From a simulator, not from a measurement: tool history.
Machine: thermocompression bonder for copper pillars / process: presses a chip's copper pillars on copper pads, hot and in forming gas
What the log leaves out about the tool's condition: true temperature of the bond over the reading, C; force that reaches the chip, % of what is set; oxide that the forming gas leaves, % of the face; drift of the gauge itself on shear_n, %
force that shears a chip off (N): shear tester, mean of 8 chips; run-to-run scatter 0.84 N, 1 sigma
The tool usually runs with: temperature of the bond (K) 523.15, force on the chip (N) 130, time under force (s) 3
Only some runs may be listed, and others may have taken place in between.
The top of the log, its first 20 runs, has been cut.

run	hour	temperature of the bond (K)	force on the chip (N)	time under force (s)	hours of work since the heater was calibrated	hours of work since the force cell was calibrated	hours of work since the gas filter was changed	force that shears a chip off (N)
21	379.3	500.15	130	3	495	287	151	45.1
22	392.9	500.15	160	3	504	296	160	55.7
23	418.4	520.15	87	6	520	312	176	61.8
24	442	528.15	80	3	535	327	191	51.2
25	465.6	503.15	130	3	550	342	206	48.3
26	480.2	498.15	151	4	559	351	215	53.6
27	497.1	520.15	100	7	570	362	226	69.6
# hour 501.9: forming gas filter changed
28	508.9	520.15	100	7	577	369	4	72.1
29	533.8	520.15	125	7	593	385	20	81
30	554.2	520.15	125	7	605	398	33	79.2
31	568.9	539.15	82	5	615	407	42	71.7
32	590	509.15	176	2	628	420	56	58.3
33	606.5	518.15	194	2	639	431	66	71.5
34	631.1	552.15	119	3	654	446	82	89.3
35	656.2	530.15	123	3	670	462	98	71.4
36	669.1	530.15	123	3	678	470	106	70.9
37	692.1	501.15	175	2	693	485	120	49.8
38	708.7	501.15	175	2	703	495	131	50.1
39	733.4	530.15	89	2	719	511	146	51

Each row is a separate what-if for the run after 39, all from the same tool condition, not one after another. Results?
A	756.2	549.15	142	2	733	525	161	?
B	756.2	519.15	87	2	733	525	161	?
C	756.2	523.15	157	3	733	525	161	?

run	force that shears a chip off (N)
A	85.1
B	39.4
C	74
Without the tool's hidden state the same runs would have given:
run	force that shears a chip off (N)
A	85.2
B	39.5
C	74.1

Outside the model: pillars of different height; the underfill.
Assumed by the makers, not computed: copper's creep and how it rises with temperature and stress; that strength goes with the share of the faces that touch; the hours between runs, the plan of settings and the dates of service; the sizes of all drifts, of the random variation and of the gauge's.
